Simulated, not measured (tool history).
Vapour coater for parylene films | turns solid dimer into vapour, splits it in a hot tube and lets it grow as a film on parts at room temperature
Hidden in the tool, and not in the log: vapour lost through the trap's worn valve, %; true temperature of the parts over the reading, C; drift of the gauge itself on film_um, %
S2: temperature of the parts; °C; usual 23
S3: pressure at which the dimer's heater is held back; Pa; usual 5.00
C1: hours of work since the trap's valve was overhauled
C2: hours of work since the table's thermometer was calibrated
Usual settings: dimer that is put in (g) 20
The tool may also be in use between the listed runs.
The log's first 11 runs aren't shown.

Run 12, hour 564.6: usual settings but S3 2.11 Pa; C1 596; C2 283. Result: thickness of the film (nm) 4610.
Run 13, hour 610.9: usual settings but S3 2.48 Pa; C1 633; C2 320. Result: thickness of the film (nm) 4430.
Run 14, hour 643.1: usual settings but S3 2.48 Pa; C1 659; C2 346. Result: thickness of the film (nm) 4430.
At hour 653.3: trap's valve overhauled.
Run 15, hour 710.3: usual settings but S3 2.48 Pa; C1 46; C2 397. Result: thickness of the film (nm) 3900.
Run 16, hour 784.2: usual settings but S3 2.48 Pa; C1 105; C2 456. Result: thickness of the film (nm) 3870.
Run 17, hour 826.7: usual settings but S3 2.48 Pa; C1 139; C2 490. Result: thickness of the film (nm) 3850.
Run 18, hour 868.2: usual settings but S3 2.48 Pa; C1 173; C2 523. Result: thickness of the film (nm) 3750.
Run 19, hour 921.3: usual settings but S3 2.48 Pa; C1 215; C2 566. Result: thickness of the film (nm) 3740.
At hour 980.6: trap's valve overhauled, once more.
Run 20, hour 988.4: usual settings but S3 2.48 Pa; C1 6; C2 617. Result: thickness of the film (nm) 4960.

The next listed run, before its measurement:
Run 21, hour 1061.3: usual settings but dimer that is put in (g) 9, S2 20 °C, S3 11.23 Pa; C1 65; C2 676. Result: thickness of the film (nm) ?.

{"run 21": {"thickness of the film (nm)": 2080}}
Without the tool's hidden state the same run would have given thickness of the film (nm) 2170.

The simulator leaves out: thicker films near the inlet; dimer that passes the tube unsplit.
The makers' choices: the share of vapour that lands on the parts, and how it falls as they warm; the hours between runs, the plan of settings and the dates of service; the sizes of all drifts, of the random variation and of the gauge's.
